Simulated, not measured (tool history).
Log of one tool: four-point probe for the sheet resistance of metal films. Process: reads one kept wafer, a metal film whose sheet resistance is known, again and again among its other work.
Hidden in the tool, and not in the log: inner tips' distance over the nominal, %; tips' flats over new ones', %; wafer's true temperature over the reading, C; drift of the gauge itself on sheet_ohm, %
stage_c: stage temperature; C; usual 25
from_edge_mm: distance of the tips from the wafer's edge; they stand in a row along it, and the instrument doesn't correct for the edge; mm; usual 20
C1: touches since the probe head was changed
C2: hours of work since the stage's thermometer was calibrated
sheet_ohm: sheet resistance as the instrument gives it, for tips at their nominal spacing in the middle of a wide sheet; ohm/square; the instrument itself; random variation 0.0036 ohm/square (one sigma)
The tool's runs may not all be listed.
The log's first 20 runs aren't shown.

{"run": 21, "hour": 1094.4, "stage_c": 25, "from_edge_mm": 62, "C1": 98157, "C2": 658, "sheet_ohm": 18.10043}
{"run": 22, "hour": 1151.9, "stage_c": 25, "from_edge_mm": 62, "C1": 100810, "C2": 698, "sheet_ohm": 18.1077}
{"run": 23, "hour": 1195.8, "stage_c": 25, "from_edge_mm": 62, "C1": 102839, "C2": 729, "sheet_ohm": 18.098954}
{"run": 24, "hour": 1263.9, "stage_c": 28, "from_edge_mm": 5, "C1": 105979, "C2": 777, "sheet_ohm": 18.11953}
{"run": 25, "hour": 1301.2, "stage_c": 23, "from_edge_mm": 64, "C1": 107700, "C2": 803, "sheet_ohm": 18.163738}
{"run": 26, "hour": 1366.3, "stage_c": 20, "from_edge_mm": 6, "C1": 110708, "C2": 849, "sheet_ohm": 18.314472}
{"run": 27, "hour": 1412.3, "stage_c": 27, "from_edge_mm": 32, "C1": 112831, "C2": 881, "sheet_ohm": 18.064706}
{"run": 28, "hour": 1469.0, "stage_c": 32, "from_edge_mm": 43, "C1": 115448, "C2": 921, "sheet_ohm": 17.940793}
{"run": 29, "hour": 1516.8, "stage_c": 23, "from_edge_mm": 7, "C1": 117653, "C2": 954, "sheet_ohm": 18.221156}
{"run": 30, "hour": 1549.7, "stage_c": 23, "from_edge_mm": 7, "C1": 119173, "C2": 977, "sheet_ohm": 18.217978}
{"run": 31, "hour": 1595.8, "stage_c": 27, "from_edge_mm": 72, "C1": 121300, "C2": 1010, "sheet_ohm": 18.074543}
{"run": 32, "hour": 1632.7, "stage_c": 19, "from_edge_mm": 20, "C1": 123003, "C2": 1035, "sheet_ohm": 18.298372}
{"run": 33, "hour": 1677.0, "stage_c": 26, "from_edge_mm": 14, "C1": 125044, "C2": 1066, "sheet_ohm": 18.115768}
{"run": 34, "hour": 1707.5, "stage_c": 28, "from_edge_mm": 15, "C1": 126454, "C2": 1088, "sheet_ohm": 18.069773}
{"run": 35, "hour": 1756.4, "stage_c": 22, "from_edge_mm": 30, "C1": 128713, "C2": 1122, "sheet_ohm": 18.214489}
{"run": 36, "hour": 1784.9, "stage_c": 22, "from_edge_mm": 30, "C1": 130025, "C2": 1142, "sheet_ohm": 18.219047}
{"run": 37, "hour": 1834.7, "stage_c": 22, "from_edge_mm": 30, "C1": 132323, "C2": 1177, "sheet_ohm": 18.219048}
{"run": 38, "hour": 1869.5, "stage_c": 22, "from_edge_mm": 30, "C1": 133932, "C2": 1202, "sheet_ohm": 18.217253}
{"run": 39, "hour": 1907.2, "stage_c": 22, "from_edge_mm": 9, "C1": 135668, "C2": 1228, "sheet_ohm": 18.254939}
{"run": 40, "hour": 1937.1, "stage_c": 21, "from_edge_mm": 3, "C1": 137050, "C2": 1249, "sheet_ohm": 18.523061}
{"run": 41, "hour": 1967.4, "stage_c": 21, "from_edge_mm": 3, "C1": 138447, "C2": 1270, "sheet_ohm": 18.528898}
{"run": 42, "hour": 2035.0, "stage_c": 22, "from_edge_mm": 16, "C1": 141570, "C2": 1318, "sheet_ohm": 18.240865}
{"run": 43, "hour": 2078.6, "stage_c": 22, "from_edge_mm": 16, "C1": 143581, "C2": 1348, "sheet_ohm": 18.23579}
{"hour": 2109.9, "done": "stage's thermometer calibrated"}
{"run": 44, "hour": 2145.3, "stage_c": 20, "from_edge_mm": 24, "C1": 146634, "C2": 25, "sheet_ohm": 18.297422}
{"run": 45, "hour": 2180.1, "stage_c": 25, "from_edge_mm": 16, "C1": 148240, "C2": 49, "sheet_ohm": 18.171544}

3 ways to go on from here, each from the tool as it stands after run 45. What would each give?
{"run": "A", "hour": 2245.3, "stage_c": 21, "from_edge_mm": 4, "C1": 151252, "C2": 95, "sheet_ohm": "?"}
{"run": "B", "hour": 2245.3, "stage_c": 25, "from_edge_mm": 7, "C1": 151252, "C2": 95, "sheet_ohm": "?"}
{"run": "C", "hour": 2245.3, "stage_c": 32, "from_edge_mm": 16, "C1": 151252, "C2": 95, "sheet_ohm": "?"}

run=A sheet_ohm=18.422718
run=B sheet_ohm=18.220926
run=C sheet_ohm=17.997547
Without the tool's hidden state the same runs would have given:
run=A sheet_ohm=18.288061
run=B sheet_ohm=18.087698
run=C sheet_ohm=17.86595
